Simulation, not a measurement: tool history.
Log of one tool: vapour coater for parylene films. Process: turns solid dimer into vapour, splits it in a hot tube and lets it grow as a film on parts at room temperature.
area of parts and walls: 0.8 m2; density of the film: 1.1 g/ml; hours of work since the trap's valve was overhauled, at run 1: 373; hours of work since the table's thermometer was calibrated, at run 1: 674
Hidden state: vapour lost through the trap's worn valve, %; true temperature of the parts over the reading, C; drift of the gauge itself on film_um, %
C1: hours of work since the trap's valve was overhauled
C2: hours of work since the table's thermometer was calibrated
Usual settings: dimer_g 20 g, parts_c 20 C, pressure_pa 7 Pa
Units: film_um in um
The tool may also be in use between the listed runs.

run 1 day=0 | dimer_g=20 parts_c=20 pressure_pa=7 | C1=373 C2=674 | film_um=14.6
run 2 day=0.662 | dimer_g=20 parts_c=20 pressure_pa=7 | C1=384 C2=685 | film_um=14.57
run 3 day=1.242 | dimer_g=20 parts_c=20 pressure_pa=7 | C1=394 C2=694 | film_um=14.55
run 4 day=2.417 | dimer_g=20 parts_c=28 pressure_pa=7 | C1=413 C2=714 | film_um=10.28
-- day=2.717 trap's valve overhauled
run 5 day=3.758 | dimer_g=20 parts_c=20 pressure_pa=7 | C1=17 C2=734 | film_um=14.15
run 6 day=4.738 | dimer_g=16 parts_c=16 pressure_pa=9.83 | C1=34 C2=750 | film_um=12.47
run 7 day=5.417 | dimer_g=20 parts_c=20 pressure_pa=2.69 | C1=45 C2=762 | film_um=17.52
run 8 day=6.692 | dimer_g=26 parts_c=17 pressure_pa=7 | C1=67 C2=783 | film_um=20.87
run 9 day=7.479 | dimer_g=26 parts_c=17 pressure_pa=7 | C1=80 C2=796 | film_um=20.88
run 10 day=8.196 | dimer_g=16 parts_c=17 pressure_pa=7 | C1=92 C2=808 | film_um=12.87

The same runs without the tool's hidden state, with the same run-to-run variation:
run=1 film_um=14.95
run=2 film_um=14.93
run=3 film_um=14.92
run=4 film_um=10.56
run=5 film_um=14.91
run=6 film_um=13.15
run=7 film_um=18.49
run=8 film_um=22.07
run=9 film_um=22.1
run=10 film_um=13.63

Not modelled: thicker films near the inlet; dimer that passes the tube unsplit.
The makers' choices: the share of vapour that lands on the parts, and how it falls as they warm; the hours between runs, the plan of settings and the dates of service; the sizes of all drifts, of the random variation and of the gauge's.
